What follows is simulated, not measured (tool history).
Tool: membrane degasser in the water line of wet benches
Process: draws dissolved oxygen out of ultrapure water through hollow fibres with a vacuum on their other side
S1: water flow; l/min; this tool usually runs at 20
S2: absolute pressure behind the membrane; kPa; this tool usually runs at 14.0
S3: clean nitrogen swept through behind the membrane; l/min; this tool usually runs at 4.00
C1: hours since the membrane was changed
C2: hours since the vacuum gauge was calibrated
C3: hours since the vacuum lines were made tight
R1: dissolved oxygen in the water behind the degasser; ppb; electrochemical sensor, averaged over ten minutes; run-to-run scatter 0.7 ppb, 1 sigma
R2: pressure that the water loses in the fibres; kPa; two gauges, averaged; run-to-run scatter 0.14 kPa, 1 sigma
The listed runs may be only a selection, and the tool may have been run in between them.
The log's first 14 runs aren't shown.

run 15 hour=666.5 | S1=20 S2=33.3 S3=4.00 | C1=2413 C2=3798 C3=3896 | R1=364.6 R2=41.14
run 16 hour=735.1 | S1=20 S2=33.3 S3=4.00 | C1=2482 C2=3866 C3=3965 | R1=367.2 R2=41.20
run 17 hour=792.5 | S1=31 S2=9.5 S3=2.13 | C1=2539 C2=3924 C3=4022 | R1=247.9 R2=63.33
run 18 hour=836.4 | S1=31 S2=9.5 S3=2.13 | C1=2583 C2=3967 C3=4066 | R1=249.0 R2=63.46
run 19 hour=888.0 | S1=12 S2=13.2 S3=10.86 | C1=2635 C2=4019 C3=4118 | R1=30.1 R2=24.58
run 20 hour=921.9 | S1=12 S2=13.2 S3=10.86 | C1=2669 C2=4053 C3=4152 | R1=30.7 R2=24.67
run 21 hour=955.6 | S1=14 S2=12.7 S3=2.09 | C1=2702 C2=4087 C3=4185 | R1=155.6 R2=28.69
run 22 hour=987.9 | S1=20 S2=11.6 S3=4.68 | C1=2735 C2=4119 C3=4218 | R1=101.1 R2=41.00
run 23 hour=1044.8 | S1=15 S2=28.4 S3=3.38 | C1=2792 C2=4176 C3=4275 | R1=272.5 R2=30.82
run 24 hour=1090.2 | S1=30 S2=29.6 S3=3.38 | C1=2837 C2=4221 C3=4320 | R1=561.3 R2=61.52
run 25 hour=1135.9 | S1=30 S2=29.6 S3=3.38 | C1=2883 C2=4267 C3=4366 | R1=556.9 R2=61.28
run 26 hour=1198.2 | S1=30 S2=29.6 S3=3.38 | C1=2945 C2=4329 C3=4428 | R1=557.4 R2=61.25
run 27 hour=1270.8 | S1=20 S2=21.8 S3=11.53 | C1=3018 C2=4402 C3=4501 | R1=93.8 R2=40.56
run 28 hour=1309.5 | S1=13 S2=9.4 S3=10.08 | C1=3056 C2=4441 C3=4539 | R1=23.5 R2=26.50
run 29 hour=1381.4 | S1=24 S2=30.2 S3=3.25 | C1=3128 C2=4512 C3=4611 | R1=474.5 R2=48.80
run 30 hour=1450.3 | S1=24 S2=30.2 S3=3.25 | C1=3197 C2=4581 C3=4680 | R1=475.7 R2=48.94
run 31 hour=1519.8 | S1=20 S2=14.0 S3=10.04 | C1=3267 C2=4651 C3=4750 | R1=67.3 R2=40.90

Predict each of these 3 candidate next runs independently; none follows another, all start after run 31:
-- hour=1523.7 gauge calibrated
run A hour=1574.6 | S1=27 S2=21.7 S3=3.87 | C1=3321 C2=4706 C3=4804 | R1=? R2=?
-- hour=1523.7 gauge calibrated
run B hour=1574.6 | S1=19 S2=24.0 S3=3.40 | C1=3321 C2=4706 C3=4804 | R1=? R2=?
-- hour=1523.7 gauge calibrated
run C hour=1574.6 | S1=16 S2=14.0 S3=10.04 | C1=3321 C2=4706 C3=4804 | R1=? R2=?

run=A R1=330.3 R2=55.93
run=B R1=285.3 R2=39.35
run=C R1=49.8 R2=33.08
Without the tool's hidden state the same runs would have given:
run=A R1=330.1 R2=55.95
run=B R1=285.1 R2=39.36
run=C R1=49.7 R2=33.09
